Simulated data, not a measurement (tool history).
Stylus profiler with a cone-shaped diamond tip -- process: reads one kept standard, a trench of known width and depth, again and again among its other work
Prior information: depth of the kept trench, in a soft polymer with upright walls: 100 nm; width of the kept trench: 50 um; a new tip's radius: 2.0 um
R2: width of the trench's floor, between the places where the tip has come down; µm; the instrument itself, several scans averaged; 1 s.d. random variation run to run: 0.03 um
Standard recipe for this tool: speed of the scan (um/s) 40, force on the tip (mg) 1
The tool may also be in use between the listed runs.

run 1 day=0 | speed_of_the_scan_(um/s)=40 force_on_the_tip_(mg)=1 | depth_of_the_trench_(nm)=100.91 R2=47.79
run 2 day=1.267 | speed_of_the_scan_(um/s)=40 force_on_the_tip_(mg)=1 | depth_of_the_trench_(nm)=100.92 R2=47.79
run 3 day=2.229 | speed_of_the_scan_(um/s)=40 force_on_the_tip_(mg)=2.54 | depth_of_the_trench_(nm)=101.65 R2=47.88
run 4 day=3.342 | speed_of_the_scan_(um/s)=40 force_on_the_tip_(mg)=1 | depth_of_the_trench_(nm)=100.92 R2=47.73
run 5 day=5.617 | speed_of_the_scan_(um/s)=40 force_on_the_tip_(mg)=1 | depth_of_the_trench_(nm)=100.92 R2=47.72
run 6 day=6.95 | speed_of_the_scan_(um/s)=40 force_on_the_tip_(mg)=1 | depth_of_the_trench_(nm)=100.94 R2=47.72
run 7 day=8.954 | speed_of_the_scan_(um/s)=40 force_on_the_tip_(mg)=1 | depth_of_the_trench_(nm)=100.95 R2=47.66
run 8 day=10.1 | speed_of_the_scan_(um/s)=40 force_on_the_tip_(mg)=1 | depth_of_the_trench_(nm)=100.97 R2=47.68
run 9 day=11.133 | speed_of_the_scan_(um/s)=40 force_on_the_tip_(mg)=1 | depth_of_the_trench_(nm)=100.96 R2=47.73
-- day=12.417 new tip fitted, height scale calibrated
run 10 day=12.429 | speed_of_the_scan_(um/s)=40 force_on_the_tip_(mg)=1 | depth_of_the_trench_(nm)=100.73 R2=48.53
run 11 day=14.5 | speed_of_the_scan_(um/s)=40 force_on_the_tip_(mg)=1 | depth_of_the_trench_(nm)=100.81 R2=48.49
run 12 day=16.388 | speed_of_the_scan_(um/s)=40 force_on_the_tip_(mg)=1 | depth_of_the_trench_(nm)=100.78 R2=48.45
run 13 day=17.483 | speed_of_the_scan_(um/s)=40 force_on_the_tip_(mg)=1 | depth_of_the_trench_(nm)=100.8 R2=48.46
run 14 day=19.446 | speed_of_the_scan_(um/s)=17 force_on_the_tip_(mg)=1.94 | depth_of_the_trench_(nm)=101.28 R2=48.52
run 15 day=21.354 | speed_of_the_scan_(um/s)=18 force_on_the_tip_(mg)=1 | depth_of_the_trench_(nm)=100.77 R2=48.47
run 16 day=22.754 | speed_of_the_scan_(um/s)=25 force_on_the_tip_(mg)=0.4 | depth_of_the_trench_(nm)=100.39 R2=48.36
run 17 day=24.329 | speed_of_the_scan_(um/s)=26 force_on_the_tip_(mg)=1.85 | depth_of_the_trench_(nm)=101.21 R2=48.41
run 18 day=25.546 | speed_of_the_scan_(um/s)=26 force_on_the_tip_(mg)=1.85 | depth_of_the_trench_(nm)=101.23 R2=48.39
run 19 day=27.404 | speed_of_the_scan_(um/s)=26 force_on_the_tip_(mg)=1.85 | depth_of_the_trench_(nm)=101.25 R2=48.34
run 20 day=28.704 | speed_of_the_scan_(um/s)=28 force_on_the_tip_(mg)=1.92 | depth_of_the_trench_(nm)=101.27 R2=48.41
run 21 day=30.1 | speed_of_the_scan_(um/s)=40 force_on_the_tip_(mg)=1 | depth_of_the_trench_(nm)=100.84 R2=48.18
run 22 day=32.271 | speed_of_the_scan_(um/s)=40 force_on_the_tip_(mg)=1 | depth_of_the_trench_(nm)=100.85 R2=48.19
run 23 day=33.55 | speed_of_the_scan_(um/s)=52 force_on_the_tip_(mg)=0.36 | depth_of_the_trench_(nm)=100.46 R2=47.95

What if the next run were any one of these 3? Each begins from the tool's condition after run 23:
run A day=35.758 | speed_of_the_scan_(um/s)=52 force_on_the_tip_(mg)=2.06 | depth_of_the_trench_(nm)=? R2=?
run B day=35.758 | speed_of_the_scan_(um/s)=40 force_on_the_tip_(mg)=1.5 | depth_of_the_trench_(nm)=? R2=?
run C day=35.758 | speed_of_the_scan_(um/s)=40 force_on_the_tip_(mg)=0.36 | depth_of_the_trench_(nm)=? R2=?

run=A depth_of_the_trench_(nm)=101.32 R2=48.17
run=B depth_of_the_trench_(nm)=101.1 R2=48.14
run=C depth_of_the_trench_(nm)=100.48 R2=48
With no hidden state in the tool, these same runs would have given:
run=A depth_of_the_trench_(nm)=101.27 R2=48.6
run=B depth_of_the_trench_(nm)=101.04 R2=48.58
run=C depth_of_the_trench_(nm)=100.42 R2=48.44
